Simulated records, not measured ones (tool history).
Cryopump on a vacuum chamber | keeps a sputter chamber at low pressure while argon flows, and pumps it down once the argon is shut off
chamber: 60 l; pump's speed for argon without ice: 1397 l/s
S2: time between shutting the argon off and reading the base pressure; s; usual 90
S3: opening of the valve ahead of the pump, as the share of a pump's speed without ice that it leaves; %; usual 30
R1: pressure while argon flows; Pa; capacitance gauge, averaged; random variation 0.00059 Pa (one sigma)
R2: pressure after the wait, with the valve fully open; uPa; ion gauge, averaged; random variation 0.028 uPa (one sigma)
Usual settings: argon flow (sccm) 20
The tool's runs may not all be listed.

Run 1, day 0: usual settings. Result: R1 0.0831 Pa, R2 1.96 uPa.
Run 2, day 2.929: usual settings but S2 52 s. Result: R1 0.083 Pa, R2 2.69 uPa.
Run 3, day 8.346: usual settings but S2 52 s. Result: R1 0.0827 Pa, R2 2.91 uPa.
Run 4, day 11.054: usual settings but S2 52 s. Result: R1 0.0831 Pa, R2 2.9 uPa.
Run 5, day 14.717: usual settings but S3 37 %. Result: R1 0.0685 Pa, R2 2.24 uPa.
Run 6, day 18.675: usual settings but S3 37 %. Result: R1 0.07 Pa, R2 2.4 uPa.
Run 7, day 23.608: usual settings but argon flow (sccm) 23, S2 258 s, S3 20 %. Result: R1 0.1437 Pa, R2 1.77 uPa.
Run 8, day 28.604: usual settings but argon flow (sccm) 8, S2 260 s, S3 18 %. Result: R1 0.0549 Pa, R2 1.89 uPa.
Run 9, day 32.567: usual settings but argon flow (sccm) 8, S2 260 s, S3 18 %. Result: R1 0.0551 Pa, R2 2.08 uPa.
Run 10, day 35.471: usual settings but argon flow (sccm) 9, S2 234 s, S3 25 %. Result: R1 0.045 Pa, R2 2.21 uPa.
Run 11, day 38.054: usual settings but argon flow (sccm) 21, S2 196 s. Result: R1 0.0899 Pa, R2 2.29 uPa.
At day 42.238: pump warmed up, emptied and cooled again.
Run 12, day 43.779: usual settings but argon flow (sccm) 19, S2 196 s. Result: R1 0.0772 Pa, R2 2.07 uPa.

The same runs without the tool's hidden state, with the same run-to-run variation:
The hidden state here: pump's speed, % of a pump's without ice; cold plate's temperature, K; leak into the chamber, uPa l/s; drift of the gauge itself on working_pa, %; drift of the gauge itself on base_upa, %.
run      R1    R2
  1  0.0808  1.31
  2  0.0805  1.99
  3  0.0799  2.06
  4    0.08     2
  5  0.0652  1.25
  6  0.0664   1.3
  7  0.1392  0.53
  8  0.0532  0.57
  9  0.0533   0.6
 10  0.0428  0.63
 11  0.0846  0.69
 12  0.0767  0.68
